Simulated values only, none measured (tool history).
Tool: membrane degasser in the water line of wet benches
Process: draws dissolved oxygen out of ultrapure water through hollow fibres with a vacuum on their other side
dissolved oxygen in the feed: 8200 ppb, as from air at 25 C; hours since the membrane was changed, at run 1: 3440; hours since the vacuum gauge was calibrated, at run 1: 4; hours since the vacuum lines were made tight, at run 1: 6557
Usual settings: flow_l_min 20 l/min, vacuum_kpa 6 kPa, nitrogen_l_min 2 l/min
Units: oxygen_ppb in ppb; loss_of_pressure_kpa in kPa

run	hour	flow_l_min	vacuum_kpa	nitrogen_l_min	hours since the membrane was changed	hours since the vacuum gauge was calibrated	hours since the vacuum lines were made tight	oxygen_ppb	loss_of_pressure_kpa
1	0	20	6	2	3440	4	6557	70.6	53.79
2	74.5	20	6	2	3514	78	6632	69	53.91
3	147.9	20	6	2	3588	152	6705	70.5	53.75
# hour 260.3: seals of the vacuum lines changed
4	260.3	20	4.61	2	3698	262	0	35.9	53.91
5	359.6	24	6	2	3797	361	99	81.9	64.5
6	438.7	24	6	2	3876	440	178	81.8	64.6
7	530.9	24	6.21	2	3969	533	271	89.5	65.16
8	578.2	24	6.21	2	4016	580	318	89.8	64.74
9	635.4	24	6.21	2	4073	637	375	88.2	65.07
10	741.6	20	6	2	4179	743	481	69.4	53.78
11	811	20	6	2	4249	813	551	71.2	53.8
12	877.4	20	6	2	4315	879	617	70.2	53.49
13	960.9	20	6	2	4399	963	701	69.6	54.32
14	1062.7	20	6	2	4500	1064	802	70.6	54.11
15	1129.7	20	8.7	4.55	4567	1131	869	61.7	54.02
16	1189.1	31	5.91	2.7	4627	1191	929	83.3	83.9
17	1235.5	31	5.91	2.7	4673	1237	975	84	83.32
18	1290	24	6	0.95	4728	1292	1030	163.1	64.79
19	1362.7	25	6	2.51	4801	1364	1102	74.1	67.6
20	1407.6	13	6.24	1.26	4845	1409	1147	78.6	35.39
21	1483.1	13	4.88	0.94	4921	1485	1223	59.5	34.95
22	1593.3	17	12.16	2	5031	1595	1333	181.9	46.07
23	1656.9	17	12.16	2	5095	1659	1397	183.9	45.85

Forecast each of these 3 alternatives for the next run:
A	1736.1	17	4.34	2	5174	1738	1476	?	?
B	1736.1	31	11.36	2	5174	1738	1476	?	?
C	1736.1	23	3.71	4.09	5174	1738	1476	?	?

run	oxygen_ppb	loss_of_pressure_kpa
A	28.1	45.61
B	300.3	84.06
C	13.3	62.19
Without the tool's hidden state the same runs would have given:
run	oxygen_ppb	loss_of_pressure_kpa
A	24.3	44.35
B	292.7	81.75
C	10.2	60.48
